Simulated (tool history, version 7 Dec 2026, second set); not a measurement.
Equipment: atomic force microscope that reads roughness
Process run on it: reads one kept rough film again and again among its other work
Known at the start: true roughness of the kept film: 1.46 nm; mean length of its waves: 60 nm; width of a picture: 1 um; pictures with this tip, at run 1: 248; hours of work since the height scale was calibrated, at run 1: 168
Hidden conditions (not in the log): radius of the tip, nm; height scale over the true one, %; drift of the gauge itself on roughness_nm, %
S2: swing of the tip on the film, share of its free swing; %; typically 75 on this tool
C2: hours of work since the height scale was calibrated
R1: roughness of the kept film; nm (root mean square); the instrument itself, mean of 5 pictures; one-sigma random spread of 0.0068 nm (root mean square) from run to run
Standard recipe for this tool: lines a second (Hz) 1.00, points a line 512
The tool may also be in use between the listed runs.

Run 1, hour 0.0: usual settings; pictures with this tip 248; C2 168. Result: R1 1.304 nm (root mean square).
Run 2, hour 5.6: usual settings; pictures with this tip 258; C2 173. Result: R1 1.320 nm (root mean square).
Run 3, hour 11.5: usual settings; pictures with this tip 269; C2 177. Result: R1 1.311 nm (root mean square).
At hour 16.2: new tip fitted.
Run 4, hour 18.9: usual settings; pictures with this tip 5; C2 183. Result: R1 1.378 nm (root mean square).
Run 5, hour 26.0: usual settings but points a line 289; pictures with this tip 18; C2 189. Result: R1 1.370 nm (root mean square).
Run 6, hour 33.1: usual settings but points a line 289; pictures with this tip 31; C2 194. Result: R1 1.368 nm (root mean square).
Run 7, hour 38.9: usual settings but S2 57 %; pictures with this tip 42; C2 199. Result: R1 1.407 nm (root mean square).
Run 8, hour 45.3: usual settings but S2 57 %; pictures with this tip 53; C2 204. Result: R1 1.400 nm (root mean square).
Run 9, hour 56.3: usual settings but S2 58 %; pictures with this tip 74; C2 213. Result: R1 1.393 nm (root mean square).
Run 10, hour 67.2: usual settings but S2 58 %; pictures with this tip 93; C2 221. Result: R1 1.384 nm (root mean square).
Run 11, hour 77.9: usual settings; pictures with this tip 113; C2 230. Result: R1 1.340 nm (root mean square).
Run 12, hour 86.6: usual settings but points a line 592; pictures with this tip 129; C2 237. Result: R1 1.338 nm (root mean square).
Run 13, hour 96.2: usual settings but points a line 592; pictures with this tip 146; C2 244. Result: R1 1.343 nm (root mean square).
Run 14, hour 105.6: usual settings; pictures with this tip 164; C2 252. Result: R1 1.335 nm (root mean square).
Run 15, hour 112.2: usual settings; pictures with this tip 176; C2 257. Result: R1 1.332 nm (root mean square).
Run 16, hour 123.4: usual settings; pictures with this tip 196; C2 266. Result: R1 1.328 nm (root mean square).
Run 17, hour 133.0: usual settings but lines a second (Hz) 3.43, S2 87 %, points a line 275; pictures with this tip 214; C2 274. Result: R1 1.069 nm (root mean square).
Run 18, hour 144.4: usual settings but lines a second (Hz) 1.39, S2 64 %, points a line 574; pictures with this tip 235; C2 283. Result: R1 1.337 nm (root mean square).
Run 19, hour 155.2: usual settings but lines a second (Hz) 1.39, S2 64 %, points a line 574; pictures with this tip 254; C2 291. Result: R1 1.325 nm (root mean square).
Run 20, hour 165.6: usual settings but lines a second (Hz) 1.39, S2 64 %, points a line 574; pictures with this tip 273; C2 300. Result: R1 1.322 nm (root mean square).
At hour 167.4: height scale calibrated on a step standard.
At hour 168.5: new tip fitted.
Run 21, hour 174.4: usual settings but lines a second (Hz) 1.39, S2 64 %, points a line 574; pictures with this tip 11; C2 5. Result: R1 1.383 nm (root mean square).
Run 22, hour 180.0: usual settings but lines a second (Hz) 2.68, S2 69 %, points a line 524; pictures with this tip 21; C2 10. Result: R1 1.317 nm (root mean square).
Run 23, hour 192.0: usual settings but lines a second (Hz) 0.65, S2 72 %; pictures with this tip 43; C2 19. Result: R1 1.393 nm (root mean square).
Run 24, hour 197.9: usual settings but lines a second (Hz) 1.15, S2 74 %; pictures with this tip 54; C2 24. Result: R1 1.364 nm (root mean square).
Run 25, hour 208.7: usual settings but lines a second (Hz) 1.15, S2 74 %; pictures with this tip 73; C2 32. Result: R1 1.352 nm (root mean square).
Run 26, hour 217.5: usual settings but lines a second (Hz) 1.01, S2 71 %, points a line 395; pictures with this tip 89; C2 39. Result: R1 1.361 nm (root mean square).
Run 27, hour 222.3: usual settings but lines a second (Hz) 1.01, S2 68 %, points a line 395; pictures with this tip 98; C2 43. Result: R1 1.363 nm (root mean square).
Run 28, hour 230.1: usual settings but lines a second (Hz) 3.24, S2 68 %, points a line 745; pictures with this tip 112; C2 49. Result: R1 1.270 nm (root mean square).
At hour 235.6: height scale calibrated on a step standard, once more.
Run 29, hour 242.5: usual settings but lines a second (Hz) 3.24, S2 68 %, points a line 745; pictures with this tip 133; C2 5. Result: R1 1.265 nm (root mean square).
Run 30, hour 253.1: usual settings but lines a second (Hz) 3.24, S2 68 %, points a line 745; pictures with this tip 153; C2 14. Result: R1 1.259 nm (root mean square).
Run 31, hour 258.2: usual settings but lines a second (Hz) 3.80, S2 84 %, points a line 745; pictures with this tip 162; C2 18. Result: R1 1.085 nm (root mean square).
Run 32, hour 263.6: usual settings but lines a second (Hz) 1.91; pictures with this tip 172; C2 22. Result: R1 1.271 nm (root mean square).

3 ways to go on from here, each from the tool as it stands after run 32. What would each give?
Run A, hour 274.6: usual settings but lines a second (Hz) 1.91, points a line 777; pictures with this tip 192; C2 31. Result: R1 ?.
Run B, hour 274.6: usual settings but lines a second (Hz) 3.56, S2 74 %; pictures with this tip 192; C2 31. Result: R1 ?.
Run C, hour 274.6: usual settings but points a line 324; pictures with this tip 192; C2 31. Result: R1 ?.

run     R1
  A  1.265
  B  1.195
  C  1.315
Without the tool's hidden state the same runs would have given:
run     R1
  A  1.313
  B  1.240
  C  1.365

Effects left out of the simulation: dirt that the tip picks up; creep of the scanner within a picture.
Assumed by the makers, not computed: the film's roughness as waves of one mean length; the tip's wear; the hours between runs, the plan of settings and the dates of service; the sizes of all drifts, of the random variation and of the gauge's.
